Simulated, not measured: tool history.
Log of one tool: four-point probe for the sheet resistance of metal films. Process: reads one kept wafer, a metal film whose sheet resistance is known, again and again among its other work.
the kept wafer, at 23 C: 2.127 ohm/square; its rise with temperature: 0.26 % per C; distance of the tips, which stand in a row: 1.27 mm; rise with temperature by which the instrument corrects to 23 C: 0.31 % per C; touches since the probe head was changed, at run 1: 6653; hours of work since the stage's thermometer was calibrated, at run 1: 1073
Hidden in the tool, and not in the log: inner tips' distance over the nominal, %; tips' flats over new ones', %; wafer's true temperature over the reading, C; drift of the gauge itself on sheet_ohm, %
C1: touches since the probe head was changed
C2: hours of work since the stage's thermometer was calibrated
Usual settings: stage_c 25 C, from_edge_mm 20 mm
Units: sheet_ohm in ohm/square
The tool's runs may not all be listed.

{"run": 1, "day": 0.0, "stage_c": 25, "from_edge_mm": 20, "C1": 6653, "C2": 1073, "sheet_ohm": 2.120701}
{"run": 2, "day": 1.412, "stage_c": 21, "from_edge_mm": 20, "C1": 8647, "C2": 1098, "sheet_ohm": 2.124128}
{"run": 3, "day": 3.021, "stage_c": 25, "from_edge_mm": 20, "C1": 10912, "C2": 1127, "sheet_ohm": 2.119732}
{"run": 4, "day": 4.225, "stage_c": 31, "from_edge_mm": 20, "C1": 12612, "C2": 1148, "sheet_ohm": 2.11361}
{"run": 5, "day": 6.442, "stage_c": 31, "from_edge_mm": 10, "C1": 15741, "C2": 1187, "sheet_ohm": 2.126423}
{"run": 6, "day": 8.746, "stage_c": 31, "from_edge_mm": 10, "C1": 18989, "C2": 1228, "sheet_ohm": 2.127474}
{"run": 7, "day": 10.654, "stage_c": 25, "from_edge_mm": 13, "C1": 21684, "C2": 1262, "sheet_ohm": 2.125897}
{"run": 8, "day": 11.888, "stage_c": 25, "from_edge_mm": 13, "C1": 23423, "C2": 1283, "sheet_ohm": 2.125547}
{"run": 9, "day": 14.017, "stage_c": 25, "from_edge_mm": 13, "C1": 26428, "C2": 1321, "sheet_ohm": 2.124862}
{"run": 10, "day": 16.325, "stage_c": 25, "from_edge_mm": 13, "C1": 29685, "C2": 1362, "sheet_ohm": 2.124471}
{"run": 11, "day": 18.1, "stage_c": 30, "from_edge_mm": 20, "C1": 32185, "C2": 1393, "sheet_ohm": 2.113317}
{"run": 12, "day": 19.967, "stage_c": 30, "from_edge_mm": 20, "C1": 34819, "C2": 1426, "sheet_ohm": 2.113215}
{"day": 20.625, "done": "stage's thermometer calibrated"}
{"run": 13, "day": 21.604, "stage_c": 30, "from_edge_mm": 20, "C1": 37099, "C2": 17, "sheet_ohm": 2.11292}
{"run": 14, "day": 22.925, "stage_c": 25, "from_edge_mm": 20, "C1": 38961, "C2": 41, "sheet_ohm": 2.117696}
{"run": 15, "day": 25.158, "stage_c": 25, "from_edge_mm": 20, "C1": 42112, "C2": 80, "sheet_ohm": 2.117671}
{"run": 16, "day": 26.388, "stage_c": 25, "from_edge_mm": 20, "C1": 43847, "C2": 102, "sheet_ohm": 2.117363}
{"run": 17, "day": 27.479, "stage_c": 25, "from_edge_mm": 20, "C1": 45391, "C2": 121, "sheet_ohm": 2.117255}
{"run": 18, "day": 28.804, "stage_c": 25, "from_edge_mm": 20, "C1": 47258, "C2": 145, "sheet_ohm": 2.117195}
{"run": 19, "day": 30.821, "stage_c": 25, "from_edge_mm": 20, "C1": 50101, "C2": 180, "sheet_ohm": 2.116626}
{"day": 31.25, "done": "stage's thermometer calibrated, once more"}
{"run": 20, "day": 32.679, "stage_c": 25, "from_edge_mm": 20, "C1": 52692, "C2": 25, "sheet_ohm": 2.118819}
{"run": 21, "day": 34.612, "stage_c": 25, "from_edge_mm": 20, "C1": 55422, "C2": 59, "sheet_ohm": 2.118127}
{"run": 22, "day": 36.938, "stage_c": 25, "from_edge_mm": 20, "C1": 58704, "C2": 100, "sheet_ohm": 2.117888}
{"run": 23, "day": 37.979, "stage_c": 25, "from_edge_mm": 20, "C1": 60171, "C2": 119, "sheet_ohm": 2.118323}
{"run": 24, "day": 39.733, "stage_c": 20, "from_edge_mm": 20, "C1": 62645, "C2": 150, "sheet_ohm": 2.12358}
{"run": 25, "day": 41.983, "stage_c": 24, "from_edge_mm": 20, "C1": 65818, "C2": 190, "sheet_ohm": 2.119404}
{"run": 26, "day": 43.796, "stage_c": 34, "from_edge_mm": 68, "C1": 68375, "C2": 222, "sheet_ohm": 2.104994}
{"run": 27, "day": 45.708, "stage_c": 34, "from_edge_mm": 68, "C1": 71075, "C2": 255, "sheet_ohm": 2.1042}
{"run": 28, "day": 47.138, "stage_c": 34, "from_edge_mm": 68, "C1": 73093, "C2": 281, "sheet_ohm": 2.104204}
{"run": 29, "day": 49.333, "stage_c": 20, "from_edge_mm": 27, "C1": 76188, "C2": 319, "sheet_ohm": 2.120595}
{"run": 30, "day": 50.846, "stage_c": 30, "from_edge_mm": 28, "C1": 78324, "C2": 346, "sheet_ohm": 2.109924}
{"run": 31, "day": 52.467, "stage_c": 31, "from_edge_mm": 73, "C1": 80610, "C2": 375, "sheet_ohm": 2.106333}
{"run": 32, "day": 53.471, "stage_c": 22, "from_edge_mm": 24, "C1": 82025, "C2": 393, "sheet_ohm": 2.11906}
{"run": 33, "day": 54.971, "stage_c": 20, "from_edge_mm": 62, "C1": 84139, "C2": 419, "sheet_ohm": 2.118402}
{"run": 34, "day": 56.183, "stage_c": 19, "from_edge_mm": 3, "C1": 85853, "C2": 441, "sheet_ohm": 2.304104}
{"run": 35, "day": 58.158, "stage_c": 22, "from_edge_mm": 61, "C1": 88636, "C2": 475, "sheet_ohm": 2.115836}
{"run": 36, "day": 59.342, "stage_c": 22, "from_edge_mm": 61, "C1": 90307, "C2": 496, "sheet_ohm": 2.115791}
{"run": 37, "day": 60.308, "stage_c": 33, "from_edge_mm": 6, "C1": 91670, "C2": 513, "sheet_ohm": 2.153051}
{"run": 38, "day": 61.988, "stage_c": 31, "from_edge_mm": 67, "C1": 94043, "C2": 543, "sheet_ohm": 2.105686}
{"run": 39, "day": 63.358, "stage_c": 25, "from_edge_mm": 16, "C1": 95972, "C2": 567, "sheet_ohm": 2.119098}
{"run": 40, "day": 65.267, "stage_c": 35, "from_edge_mm": 12, "C1": 98664, "C2": 601, "sheet_ohm": 2.113661}
{"run": 41, "day": 66.221, "stage_c": 29, "from_edge_mm": 13, "C1": 100010, "C2": 618, "sheet_ohm": 2.117542}
{"run": 42, "day": 67.983, "stage_c": 25, "from_edge_mm": 7, "C1": 102495, "C2": 649, "sheet_ohm": 2.147422}
{"run": 43, "day": 69.488, "stage_c": 25, "from_edge_mm": 7, "C1": 104622, "C2": 676, "sheet_ohm": 2.147478}
{"run": 44, "day": 71.217, "stage_c": 25, "from_edge_mm": 7, "C1": 107057, "C2": 706, "sheet_ohm": 2.148345}
{"run": 45, "day": 73.283, "stage_c": 30, "from_edge_mm": 7, "C1": 109975, "C2": 743, "sheet_ohm": 2.142109}

How the hidden state differs across the entries between the runs, from the last listed run before each to the first after it:
Between runs 12 and 13: stage's thermometer calibrated (day 20.625)
  inner tips' distance over the nominal, %: -0.415 -> -0.42; tips' flats over new ones', %: 20 -> 21; wafer's true temperature over the reading, C: -0.29 -> -0.36
  measured less the result without the state, sheet_ohm: -0.011103 -> -0.011599 ohm/square
Between runs 19 and 20: stage's thermometer calibrated, once more (day 31.25)
  inner tips' distance over the nominal, %: -0.451 -> -0.457; tips' flats over new ones', %: 28 -> 29; wafer's true temperature over the reading, C: -0.39 -> 0
  measured less the result without the state, sheet_ohm: -0.012542 -> -0.010493 ohm/square

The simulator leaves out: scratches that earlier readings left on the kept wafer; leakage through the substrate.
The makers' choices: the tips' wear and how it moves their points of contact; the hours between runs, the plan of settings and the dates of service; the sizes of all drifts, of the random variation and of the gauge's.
